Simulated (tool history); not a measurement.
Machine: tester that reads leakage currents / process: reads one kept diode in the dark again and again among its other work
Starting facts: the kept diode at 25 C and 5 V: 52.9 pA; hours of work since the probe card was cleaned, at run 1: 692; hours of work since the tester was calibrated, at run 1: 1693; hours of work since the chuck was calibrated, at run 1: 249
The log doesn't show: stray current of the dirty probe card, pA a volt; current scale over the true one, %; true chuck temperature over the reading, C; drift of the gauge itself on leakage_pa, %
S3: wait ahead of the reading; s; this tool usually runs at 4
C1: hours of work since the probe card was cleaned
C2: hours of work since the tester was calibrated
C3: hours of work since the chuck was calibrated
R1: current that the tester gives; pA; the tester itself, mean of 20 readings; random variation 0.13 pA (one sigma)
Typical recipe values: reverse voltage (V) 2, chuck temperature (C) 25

Run 1, day 0: usual settings; C1 692; C2 1693; C3 249. Result: R1 40.71 pA.
Run 2, day 1.404: usual settings but S3 2.45 s; C1 718; C2 1719; C3 275. Result: R1 41.13 pA.
Run 3, day 3.375: usual settings but S3 2.45 s; C1 755; C2 1757; C3 312. Result: R1 41.24 pA.
Run 4, day 5.312: usual settings; C1 792; C2 1793; C3 349. Result: R1 41.35 pA.
At day 5.492: tester calibrated.
Run 5, day 6.5: usual settings; C1 812; C2 19; C3 370. Result: R1 41.11 pA.
Run 6, day 8.308: usual settings but S3 0.36 s; C1 847; C2 53; C3 404. Result: R1 42.05 pA.
Run 7, day 10.425: usual settings but S3 0.36 s; C1 886; C2 93; C3 444. Result: R1 42 pA.
Run 8, day 12.238: usual settings but reverse voltage (V) 6.44, chuck temperature (C) 53, S3 2.61 s; C1 921; C2 127; C3 478. Result: R1 574.16 pA.
Run 9, day 13.325: usual settings but reverse voltage (V) 6.44, chuck temperature (C) 44, S3 2.61 s; C1 941; C2 148; C3 498. Result: R1 293.96 pA.
Run 10, day 14.571: usual settings but chuck temperature (C) 53; C1 965; C2 171; C3 522. Result: R1 382.15 pA.
Run 11, day 15.696: usual settings but chuck temperature (C) 53; C1 986; C2 192; C3 543. Result: R1 380.02 pA.
At day 15.988: tester calibrated, once more.
Run 12, day 16.704: usual settings but reverse voltage (V) 2.61, S3 9.09 s; C1 1003; C2 13; C3 560. Result: R1 45.82 pA.
Run 13, day 18.383: usual settings but reverse voltage (V) 1.73, chuck temperature (C) 22, S3 2.86 s; C1 1035; C2 45; C3 592. Result: R1 30.58 pA.
Run 14, day 20.204: usual settings but reverse voltage (V) 1.73, chuck temperature (C) 22, S3 2.86 s; C1 1069; C2 79; C3 626. Result: R1 30.57 pA.

Hidden state at the last listed run before each entry between runs and at the first one after, where it differs:
In the gap between runs 4 and 5: tester calibrated (day 5.492)
  stray current of the dirty probe card, pA a volt: 0.705 -> 0.722; current scale over the true one, %: 0.79 -> 0.89; true chuck temperature over the reading, C: 0.27 -> 0.28
  difference, measured minus the result without the unlogged condition, R1: +2.64 -> +2.72 pA
In the gap between runs 11 and 12: tester calibrated, once more (day 15.988)
  stray current of the dirty probe card, pA a volt: 0.87 -> 0.884; current scale over the true one, %: 0.98 -> -0.19; true chuck temperature over the reading, C: 0.36 -> 0.37
  difference, measured minus the result without the unlogged condition, R1: +15.08 -> +3.54 pA
